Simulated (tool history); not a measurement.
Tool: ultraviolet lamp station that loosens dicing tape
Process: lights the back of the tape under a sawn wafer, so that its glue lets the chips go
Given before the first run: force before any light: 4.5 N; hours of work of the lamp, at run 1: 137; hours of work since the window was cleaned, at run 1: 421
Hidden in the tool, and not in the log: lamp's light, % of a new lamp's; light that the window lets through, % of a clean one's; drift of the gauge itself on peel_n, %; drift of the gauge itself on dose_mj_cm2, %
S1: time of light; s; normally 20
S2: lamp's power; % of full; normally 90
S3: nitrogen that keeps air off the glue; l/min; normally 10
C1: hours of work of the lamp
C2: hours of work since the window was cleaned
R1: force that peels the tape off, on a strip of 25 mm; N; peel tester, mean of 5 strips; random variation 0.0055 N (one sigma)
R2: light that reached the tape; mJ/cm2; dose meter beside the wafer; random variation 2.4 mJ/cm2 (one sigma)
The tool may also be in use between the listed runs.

run    hour  S1  S2  S3    C1   C2     R1   R2
  1       0  20  90  10   137  421  0.156  230
       11.7  -- window cleaned of glue's vapour
  2    31.3  20  90  10   161   15  0.125  249
  3    65.1  20  90  10   187   42  0.129  248
  4   104.4  20  90  10   218   72  0.144  240
  5   139.1  20  90  10   245  100  0.136  246
  6     172  20  90  10   271  125  0.152  239
  7   210.9  20  90  10   301  156  0.157  240
  8   230.4  20  90  10   316  171  0.142  236
  9     261  20  90  10   340  195  0.166  231
 10   295.2  20  90  10   367  221   0.16  226
 11   330.5  19  90  10   394  249  0.179  213
 12   350.9  19  90  10   410  265  0.186  217
 13   387.1  19  90  10   439  293  0.197  211
 14   407.7  19  90  10   455  309    0.2  207
 15   434.4  19  90  10   476  330  0.194  207
 16   471.9  20  74  10   505  359  0.296  174
 17   502.3  20  74  10   529  383  0.311  173
 18   544.8  20  74  10   562  416  0.306  174
      559.5  -- window cleaned of glue's vapour
 19   582.2  20  90  10   591   18  0.154  229
 20   619.9  20  90   5   620   47  0.287  227
 21   639.7  19  86   7   635   63  0.279  205
 22   671.9  19  86   7   661   88  0.288  202
 23   698.1  19  86   7   681  108  0.294  194
 24   732.5  20  71   3   708  135  0.741  169
 25     765  25  91   6   733  160  0.169  270
 26     809  24  71   4   768  195  0.448  201
 27   851.7  24  71   4   801  228   0.46  197
 28   882.6  17  65  18   825  252  0.439  126
 29   909.9  16  76  16   846  274  0.384  137
 30   940.2  30  76  10   870  297  0.124  256
 31     966  30  76   7   890  317  0.165  255
 32  1010.6  18  76   7   925  352  0.546  146
 33  1041.8  18  64  18   949  377  0.459  126
 34  1086.1  34  86   5   984  411  0.147  314
       1107  -- window cleaned of glue's vapour
 35  1116.3  20  71  19  1007    7  0.233  168
 36  1152.7  20  71  19  1036   36  0.245  167
 37    1190  32  79  10  1065   65  0.104  283
 38  1228.2  32  74  10  1095   95  0.121  261

Entry by entry between the runs, the difference in hidden state between the last listed run before and the first listed run after:
Run 1 -> run 2: window cleaned of glue's vapour (hour 11.7)
  lamp's light, % of a new lamp's: 95.6 -> 95.2; light that the window lets through, % of a clean one's: 90.3 -> 99.2
  what was measured, less what the result would be without the hidden state, R1: +0.043 -> +0.014 N; R2: -37 -> -15 mJ/cm2
Run 18 -> run 19: window cleaned of glue's vapour (hour 559.5)
  lamp's light, % of a new lamp's: 87.3 -> 86.7; light that the window lets through, % of a clean one's: 90.5 -> 99.2
  what was measured, less what the result would be without the hidden state, R1: +0.132 -> +0.043 N; R2: -46 -> -37 mJ/cm2
Run 34 -> run 35: window cleaned of glue's vapour (hour 1107)
  lamp's light, % of a new lamp's: 79 -> 78.6; light that the window lets through, % of a clean one's: 90.7 -> 99.6
  what was measured, less what the result would be without the hidden state, R1: +0.059 -> +0.104 N; R2: -122 -> -46 mJ/cm2
